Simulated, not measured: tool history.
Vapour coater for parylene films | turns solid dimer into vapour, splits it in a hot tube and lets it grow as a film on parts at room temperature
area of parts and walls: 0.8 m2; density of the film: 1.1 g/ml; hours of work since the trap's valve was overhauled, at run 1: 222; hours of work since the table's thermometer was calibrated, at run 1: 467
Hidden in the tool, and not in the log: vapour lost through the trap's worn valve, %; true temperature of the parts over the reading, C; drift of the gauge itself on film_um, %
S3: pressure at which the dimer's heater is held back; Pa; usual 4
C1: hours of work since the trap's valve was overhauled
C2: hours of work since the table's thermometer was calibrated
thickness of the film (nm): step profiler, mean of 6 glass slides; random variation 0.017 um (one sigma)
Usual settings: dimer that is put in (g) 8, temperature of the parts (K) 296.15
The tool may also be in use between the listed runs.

run 1 hour=0 | dimer_that_is_put_in_(g)=8 temperature_of_the_parts_(K)=296.15 S3=4 | C1=222 C2=467 | thickness_of_the_film_(nm)=4750
run 2 hour=19.4 | dimer_that_is_put_in_(g)=8 temperature_of_the_parts_(K)=290.15 S3=4 | C1=233 C2=478 | thickness_of_the_film_(nm)=6260
run 3 hour=32.9 | dimer_that_is_put_in_(g)=8 temperature_of_the_parts_(K)=295.15 S3=4 | C1=240 C2=486 | thickness_of_the_film_(nm)=4960
run 4 hour=42.8 | dimer_that_is_put_in_(g)=8 temperature_of_the_parts_(K)=295.15 S3=4 | C1=246 C2=491 | thickness_of_the_film_(nm)=4910
run 5 hour=62.9 | dimer_that_is_put_in_(g)=12 temperature_of_the_parts_(K)=296.15 S3=4 | C1=257 C2=503 | thickness_of_the_film_(nm)=7000
run 6 hour=77.6 | dimer_that_is_put_in_(g)=8 temperature_of_the_parts_(K)=307.15 S3=4 | C1=266 C2=511 | thickness_of_the_film_(nm)=2780
run 7 hour=89.3 | dimer_that_is_put_in_(g)=8 temperature_of_the_parts_(K)=307.15 S3=4 | C1=272 C2=518 | thickness_of_the_film_(nm)=2780
run 8 hour=109.3 | dimer_that_is_put_in_(g)=8 temperature_of_the_parts_(K)=307.15 S3=4 | C1=284 C2=529 | thickness_of_the_film_(nm)=2760
-- hour=125.6 trap's valve overhauled
run 9 hour=126.5 | dimer_that_is_put_in_(g)=8 temperature_of_the_parts_(K)=307.15 S3=4 | C1=1 C2=537 | thickness_of_the_film_(nm)=3040
run 10 hour=135.2 | dimer_that_is_put_in_(g)=8 temperature_of_the_parts_(K)=296.15 S3=4 | C1=5 C2=542 | thickness_of_the_film_(nm)=5110
run 11 hour=147.7 | dimer_that_is_put_in_(g)=8 temperature_of_the_parts_(K)=296.15 S3=5.39 | C1=13 C2=549 | thickness_of_the_film_(nm)=4940
run 12 hour=168.2 | dimer_that_is_put_in_(g)=8 temperature_of_the_parts_(K)=296.15 S3=5.39 | C1=24 C2=560 | thickness_of_the_film_(nm)=4920
run 13 hour=182.1 | dimer_that_is_put_in_(g)=8 temperature_of_the_parts_(K)=296.15 S3=5.39 | C1=32 C2=568 | thickness_of_the_film_(nm)=4920
run 14 hour=193.5 | dimer_that_is_put_in_(g)=8 temperature_of_the_parts_(K)=296.15 S3=9.01 | C1=39 C2=575 | thickness_of_the_film_(nm)=4650
run 15 hour=213.7 | dimer_that_is_put_in_(g)=8 temperature_of_the_parts_(K)=296.15 S3=9.01 | C1=50 C2=586 | thickness_of_the_film_(nm)=4630
run 16 hour=229.6 | dimer_that_is_put_in_(g)=8 temperature_of_the_parts_(K)=296.15 S3=4 | C1=59 C2=595 | thickness_of_the_film_(nm)=5030
run 17 hour=241.3 | dimer_that_is_put_in_(g)=8 temperature_of_the_parts_(K)=296.15 S3=4 | C1=66 C2=602 | thickness_of_the_film_(nm)=5020
run 18 hour=251.5 | dimer_that_is_put_in_(g)=8 temperature_of_the_parts_(K)=296.15 S3=4 | C1=72 C2=608 | thickness_of_the_film_(nm)=5030
run 19 hour=265.6 | dimer_that_is_put_in_(g)=8 temperature_of_the_parts_(K)=299.15 S3=4 | C1=80 C2=616 | thickness_of_the_film_(nm)=4350
run 20 hour=276.6 | dimer_that_is_put_in_(g)=8 temperature_of_the_parts_(K)=299.15 S3=4 | C1=86 C2=622 | thickness_of_the_film_(nm)=4350
run 21 hour=295.7 | dimer_that_is_put_in_(g)=8 temperature_of_the_parts_(K)=298.15 S3=4 | C1=97 C2=633 | thickness_of_the_film_(nm)=4550
run 22 hour=306.3 | dimer_that_is_put_in_(g)=8 temperature_of_the_parts_(K)=298.15 S3=4 | C1=103 C2=639 | thickness_of_the_film_(nm)=4520
run 23 hour=316.5 | dimer_that_is_put_in_(g)=8 temperature_of_the_parts_(K)=296.15 S3=4 | C1=109 C2=645 | thickness_of_the_film_(nm)=4950
run 24 hour=325.5 | dimer_that_is_put_in_(g)=8 temperature_of_the_parts_(K)=296.15 S3=4 | C1=114 C2=650 | thickness_of_the_film_(nm)=4960
run 25 hour=335.5 | dimer_that_is_put_in_(g)=8 temperature_of_the_parts_(K)=296.15 S3=4 | C1=119 C2=656 | thickness_of_the_film_(nm)=4930
run 26 hour=351.3 | dimer_that_is_put_in_(g)=8 temperature_of_the_parts_(K)=296.15 S3=4 | C1=128 C2=665 | thickness_of_the_film_(nm)=4930
run 27 hour=370.4 | dimer_that_is_put_in_(g)=11 temperature_of_the_parts_(K)=293.15 S3=4 | C1=139 C2=675 | thickness_of_the_film_(nm)=7780
run 28 hour=384.2 | dimer_that_is_put_in_(g)=8 temperature_of_the_parts_(K)=296.15 S3=2.51 | C1=147 C2=683 | thickness_of_the_film_(nm)=5160
run 29 hour=403.4 | dimer_that_is_put_in_(g)=8 temperature_of_the_parts_(K)=296.15 S3=4 | C1=158 C2=694 | thickness_of_the_film_(nm)=4900
run 30 hour=422.6 | dimer_that_is_put_in_(g)=8 temperature_of_the_parts_(K)=288.15 S3=2.47 | C1=169 C2=705 | thickness_of_the_film_(nm)=7460
run 31 hour=438.8 | dimer_that_is_put_in_(g)=8 temperature_of_the_parts_(K)=294.15 S3=2.47 | C1=178 C2=714 | thickness_of_the_film_(nm)=5590
run 32 hour=456 | dimer_that_is_put_in_(g)=4 temperature_of_the_parts_(K)=294.15 S3=3.96 | C1=188 C2=724 | thickness_of_the_film_(nm)=2650
run 33 hour=474.2 | dimer_that_is_put_in_(g)=7 temperature_of_the_parts_(K)=296.15 S3=3 | C1=198 C2=734 | thickness_of_the_film_(nm)=4360
run 34 hour=487.7 | dimer_that_is_put_in_(g)=7 temperature_of_the_parts_(K)=291.15 S3=3 | C1=206 C2=742 | thickness_of_the_film_(nm)=5480
run 35 hour=498 | dimer_that_is_put_in_(g)=7 temperature_of_the_parts_(K)=297.15 S3=4 | C1=212 C2=748 | thickness_of_the_film_(nm)=3980
run 36 hour=514.8 | dimer_that_is_put_in_(g)=4 temperature_of_the_parts_(K)=305.15 S3=4 | C1=221 C2=757 | thickness_of_the_film_(nm)=1570
run 37 hour=530.2 | dimer_that_is_put_in_(g)=9 temperature_of_the_parts_(K)=305.15 S3=6.6 | C1=230 C2=766 | thickness_of_the_film_(nm)=3340
run 38 hour=542.2 | dimer_that_is_put_in_(g)=9 temperature_of_the_parts_(K)=305.15 S3=6.6 | C1=237 C2=773 | thickness_of_the_film_(nm)=3340
run 39 hour=559.9 | dimer_that_is_put_in_(g)=11 temperature_of_the_parts_(K)=296.15 S3=4.35 | C1=247 C2=783 | thickness_of_the_film_(nm)=6470
run 40 hour=576.4 | dimer_that_is_put_in_(g)=9 temperature_of_the_parts_(K)=290.15 S3=3.42 | C1=256 C2=792 | thickness_of_the_film_(nm)=7200
run 41 hour=596.5 | dimer_that_is_put_in_(g)=9 temperature_of_the_parts_(K)=290.15 S3=3.42 | C1=268 C2=804 | thickness_of_the_film_(nm)=7150
run 42 hour=616.7 | dimer_that_is_put_in_(g)=4 temperature_of_the_parts_(K)=301.15 S3=4 | C1=279 C2=815 | thickness_of_the_film_(nm)=1850
run 43 hour=634.4 | dimer_that_is_put_in_(g)=4 temperature_of_the_parts_(K)=305.15 S3=2.14 | C1=289 C2=825 | thickness_of_the_film_(nm)=1640
-- hour=640.9 trap's valve overhauled
run 44 hour=658 | dimer_that_is_put_in_(g)=4 temperature_of_the_parts_(K)=298.15 S3=10.97 | C1=10 C2=837 | thickness_of_the_film_(nm)=2130
run 45 hour=670.6 | dimer_that_is_put_in_(g)=4 temperature_of_the_parts_(K)=306.15 S3=10.97 | C1=17 C2=844 | thickness_of_the_film_(nm)=1450
run 46 hour=683 | dimer_that_is_put_in_(g)=13 temperature_of_the_parts_(K)=289.15 S3=4 | C1=24 C2=851 | thickness_of_the_film_(nm)=11710

3 ways to go on from here, each from the tool as it stands after run 46. What would each give?
run A hour=697 | dimer_that_is_put_in_(g)=9 temperature_of_the_parts_(K)=289.15 S3=10.63 | C1=32 C2=859 | thickness_of_the_film_(nm)=?
run B hour=697 | dimer_that_is_put_in_(g)=8 temperature_of_the_parts_(K)=294.15 S3=4 | C1=32 C2=859 | thickness_of_the_film_(nm)=?
run C hour=697 | dimer_that_is_put_in_(g)=9 temperature_of_the_parts_(K)=294.15 S3=10.58 | C1=32 C2=859 | thickness_of_the_film_(nm)=?

run=A thickness_of_the_film_(nm)=7270
run=B thickness_of_the_film_(nm)=5670
run=C thickness_of_the_film_(nm)=5760
Without the tool's hidden state the same runs would have given:
run=A thickness_of_the_film_(nm)=6960
run=B thickness_of_the_film_(nm)=5420
run=C thickness_of_the_film_(nm)=5510

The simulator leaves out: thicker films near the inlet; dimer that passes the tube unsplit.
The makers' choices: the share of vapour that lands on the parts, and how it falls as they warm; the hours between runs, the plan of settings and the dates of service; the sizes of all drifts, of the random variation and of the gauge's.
